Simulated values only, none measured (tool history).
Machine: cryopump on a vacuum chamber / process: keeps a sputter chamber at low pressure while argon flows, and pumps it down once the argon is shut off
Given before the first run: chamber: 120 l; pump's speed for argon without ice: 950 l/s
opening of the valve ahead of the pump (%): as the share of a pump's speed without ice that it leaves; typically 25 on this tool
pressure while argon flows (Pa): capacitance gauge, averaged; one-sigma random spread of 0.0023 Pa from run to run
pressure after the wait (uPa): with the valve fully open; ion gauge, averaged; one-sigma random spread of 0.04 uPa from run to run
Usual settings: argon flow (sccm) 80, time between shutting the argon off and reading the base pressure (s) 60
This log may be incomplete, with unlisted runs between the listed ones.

run,hour,argon flow (sccm),time between shutting the argon off and reading the base pressure (s),opening of the valve ahead of the pump (%),pressure while argon flows (Pa),pressure after the wait (uPa)
1,0,80,60,25,0.6078,5.49
2,36.6,80,60,25,0.616,5.48
3,76.6,80,60,25,0.6158,5.69
4,99.5,80,60,25,0.6174,5.67
5,137.1,80,60,25,0.615,5.78
6,172.9,80,60,25,0.6215,5.83
7,211.2,80,60,25,0.6191,6.01
8,240.6,80,60,25,0.6208,6.12
9,264.2,80,60,25,0.6245,6.11
10,284,80,60,25,0.6324,6.15
11,314.4,80,60,25,0.6307,6.2
12,344.7,80,60,21,0.7389,6.27
13,387.6,159,60,25,1.2687,6.37
# hour 412.3: pump warmed up, emptied and cooled again
14,435.2,159,60,25,1.1351,5
15,471.3,159,60,25,1.1387,5.22
16,496.4,159,22,25,1.1472,8.64
17,535.8,159,22,25,1.1433,8.78
18,557.8,159,22,25,1.1484,8.52
19,581.1,154,55,38,0.7351,5.36
# hour 599.4: leaking fittings of the chamber tightened, without venting
20,617.1,154,55,38,0.7415,2.41
21,654,119,137,58,0.3844,1.23
22,698,119,137,58,0.3864,1.28
23,736.2,119,165,19,1.1367,1.13
24,779.4,80,149,50,0.3039,1.31
25,801.8,104,149,27,0.7062,1.37
26,825.5,104,149,27,0.709,1.36
27,869.4,51,216,56,0.1752,1.2
28,904.1,84,25,23,0.6736,5.36
29,952.4,84,25,23,0.6748,5.19
30,998.9,46,53,47,0.1896,3.03
31,1021.7,46,53,47,0.1924,3.04
32,1053.9,46,53,47,0.193,3.1
33,1097.8,154,208,60,0.521,1.42

Consider 4 possible next runs. They are alternatives, not a sequence: every one starts from the tool as it was left by run 33. What does each give?
A,1119.9,133,208,60,?,?
B,1119.9,36,23,60,?,?
C,1119.9,154,96,60,?,?
D,1119.9,79,67,25,?,?

run,pressure while argon flows (Pa),pressure after the wait (uPa)
A,0.4518,1.46
B,0.1223,5.98
C,0.524,2.08
D,0.596,2.68
With the hidden condition removed and each run's random variation left untouched, the same runs would have given:
run,pressure while argon flows (Pa),pressure after the wait (uPa)
A,0.3948,0.89
B,0.1069,5.4
C,0.458,1.5
D,0.5621,2.1
